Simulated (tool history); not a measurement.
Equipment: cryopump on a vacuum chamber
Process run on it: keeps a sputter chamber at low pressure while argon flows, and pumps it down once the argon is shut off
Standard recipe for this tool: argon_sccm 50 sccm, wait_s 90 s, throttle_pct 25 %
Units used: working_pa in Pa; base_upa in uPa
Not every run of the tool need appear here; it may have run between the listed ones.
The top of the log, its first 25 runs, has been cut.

run,hour,argon_sccm,wait_s,throttle_pct,hours of work since the pump was warmed up and emptied,hours of work since the cold head was overhauled,hours of work since the chamber's fittings were tightened,working_pa,base_upa
# hour 2176.9: pump warmed up, emptied and cooled again
26,2207.9,90,149,31,23,3535,1922,0.2444,0.75
27,2303.7,31,23,59,93,3605,1992,0.0453,3.35
28,2360.6,44,170,33,134,3646,2034,0.1149,0.77
29,2468.1,44,170,33,213,3725,2112,0.1156,0.76
30,2522.8,44,170,33,253,3765,2152,0.1166,0.82
31,2594.5,70,174,25,305,3817,2204,0.2414,0.74
32,2715.2,70,174,25,393,3905,2293,0.2462,0.8
33,2791.7,70,120,43,449,3961,2348,0.1501,1.06
34,2868.6,41,73,60,505,4017,2405,0.0674,1.42

Below are 3 alternative next runs, each starting from the tool's condition after run 34. Predict each:
A,2964.7,55,136,24,575,4087,2475,?,?
B,2964.7,23,249,55,575,4087,2475,?,?
C,2964.7,41,108,47,575,4087,2475,?,?

run,working_pa,base_upa
A,0.2056,0.99
B,0.0412,0.77
C,0.0844,1.09
Stripped of hidden state, with their random variation kept, the same runs would have yielded:
run,working_pa,base_upa
A,0.1893,0.67
B,0.0344,0.45
C,0.0724,0.78
